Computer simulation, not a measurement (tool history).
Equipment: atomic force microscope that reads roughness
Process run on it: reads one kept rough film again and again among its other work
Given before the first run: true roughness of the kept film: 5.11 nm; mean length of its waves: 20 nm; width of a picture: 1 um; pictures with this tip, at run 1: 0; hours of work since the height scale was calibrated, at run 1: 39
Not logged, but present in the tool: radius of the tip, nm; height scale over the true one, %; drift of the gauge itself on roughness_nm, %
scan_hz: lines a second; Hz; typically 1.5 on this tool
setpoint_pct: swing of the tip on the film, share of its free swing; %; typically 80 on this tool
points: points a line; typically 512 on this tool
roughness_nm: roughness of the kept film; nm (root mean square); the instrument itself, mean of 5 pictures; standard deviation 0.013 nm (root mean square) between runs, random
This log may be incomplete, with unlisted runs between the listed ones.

run	hour	scan_hz	setpoint_pct	points	pictures with this tip	hours of work since the height scale was calibrated	roughness_nm
1	0	1.5	80	512	0	39	3.078
# hour 39.5: new tip fitted
2	39.5	1.5	80	512	0	68	3.197
# hour 78.4: new tip fitted
3	98.9	1.5	80	277	48	112	2.445
# hour 116.6: new tip fitted
4	147.1	1.5	80	277	71	147	2.256
# hour 156.9: new tip fitted
# hour 196.8: new tip fitted
5	196.8	1.5	80	277	0	183	3.097
# hour 236.9: new tip fitted
6	264.4	1.5	80	277	65	232	2.202
# hour 279: new tip fitted
# hour 319.9: new tip fitted
7	319.9	1.5	80	512	0	273	3.205
# hour 360.2: new tip fitted
8	382.7	1.5	56	512	53	319	2.823
# hour 399.3: new tip fitted
9	430	1.5	80	380	73	353	2.213
# hour 441: new tip fitted
10	477.5	3.71	80	380	85	388	1.8
# hour 483.2: new tip fitted
11	515.3	3.71	80	380	75	416	1.834
# hour 525.9: new tip fitted
# hour 568.9: new tip fitted
12	586.5	3.71	80	380	41	468	2.098
# hour 608.1: new tip fitted
13	640.4	3.71	56	380	76	507	2.31
# hour 648: new tip fitted
# hour 687.9: new tip fitted
14	687.9	1.5	80	512	0	541	3.092
# hour 727.2: new tip fitted
15	756.7	1.5	80	512	69	592	2.252
# hour 768.4: new tip fitted
# hour 811.7: new tip fitted
16	820.7	1.5	80	512	22	638	2.843
# hour 855.6: new tip fitted
17	861.1	1.5	80	512	13	668	2.919
# hour 894.5: new tip fitted
# hour 936.5: new tip fitted
18	936.5	1.5	80	512	0	723	3.206
# hour 975.8: new tip fitted
19	999.6	1.5	80	512	56	769	2.373
# hour 1015.1: new tip fitted
20	1042.6	1.5	80	512	65	800	2.277
# hour 1058.3: new tip fitted
# hour 1100.3: new tip fitted
21	1110.6	1.5	80	512	25	850	2.743
# hour 1141.7: new tip fitted
# hour 1182.2: new tip fitted
22	1182.2	1.5	80	512	0	902	3.2
# hour 1223.5: new tip fitted
23	1253.1	1.5	80	512	69	954	2.185
# hour 1265.3: new tip fitted
24	1297.1	0.53	80	951	75	986	2.403
# hour 1306.3: new tip fitted
25	1337.4	0.82	80	512	73	1016	2.452
# hour 1345.1: new tip fitted
# hour 1383.9: new tip fitted
26	1400	3.01	80	682	38	1061	2.253
# hour 1423: new tip fitted
27	1454.9	3.01	80	682	75	1101	1.888
# hour 1464.6: new tip fitted
28	1489	1.5	84	812	58	1126	2.309
# hour 1506.3: new tip fitted
# hour 1547.2: new tip fitted
29	1566.1	1.5	84	812	44	1182	2.436
# hour 1587.2: new tip fitted
# hour 1631.5: new tip fitted
30	1638.6	1.5	65	627	17	1235	3.128
# hour 1671.4: new tip fitted
31	1674.7	1.32	63	453	8	1262	3.35
# hour 1709.8: new tip fitted
32	1730.3	0.68	63	661	48	1302	2.83
# hour 1753.1: new tip fitted
33	1766.4	3.85	63	661	31	1329	2.719
# hour 1794.8: new tip fitted
# hour 1837.5: new tip fitted
34	1843.6	3.85	63	661	14	1385	2.986
# hour 1879.6: new tip fitted
35	1907.2	1.5	80	331	65	1432	2.322
# hour 1924.3: new tip fitted
# hour 1963.2: new tip fitted
36	1976.5	1.13	86	414	32	1482	2.693
# hour 2001.8: new tip fitted
37	2019.5	3.67	86	562	42	1514	1.977
# hour 2043.2: new tip fitted
38	2078.9	1.37	86	667	84	1557	2.093
# hour 2084: new tip fitted
# hour 2123.5: new tip fitted
39	2129.1	0.9	87	309	13	1593	3.04
# hour 2165: new tip fitted
40	2173.2	1.52	89	870	19	1626	2.746
# hour 2208.7: new tip fitted
41	2215.1	0.99	80	354	15	1656	3.041
# hour 2249.5: new tip fitted
42	2277	1.5	75	504	65	1702	2.358
# hour 2289.8: new tip fitted
# hour 2328.4: new tip fitted
43	2350.7	1.5	75	504	53	1755	2.557
# hour 2369.3: new tip fitted
# hour 2409.3: new tip fitted
44	2409.3	1.18	80	692	0	1798	3.302
# hour 2452.7: new tip fitted
45	2469.3	1.5	80	372	39	1842	2.613
# hour 2492.3: new tip fitted
46	2509.4	0.69	80	950	40	1871	2.765

What if the next run were any one of these 4? Each begins from the tool's condition after run 46:
# hour 2532.4: new tip fitted
A	2566	1.83	80	512	79	1912	?
# hour 2532.4: new tip fitted
B	2566	2.53	80	956	79	1912	?
# hour 2532.4: new tip fitted
C	2566	2.14	67	939	79	1912	?
# hour 2532.4: new tip fitted
D	2566	0.76	68	512	79	1912	?

run	roughness_nm
A	2.073
B	1.961
C	2.249
D	2.385
Stripped of hidden state, with their random variation kept, the same runs would have yielded:
run	roughness_nm
A	3.109
B	2.944
C	3.379
D	3.582
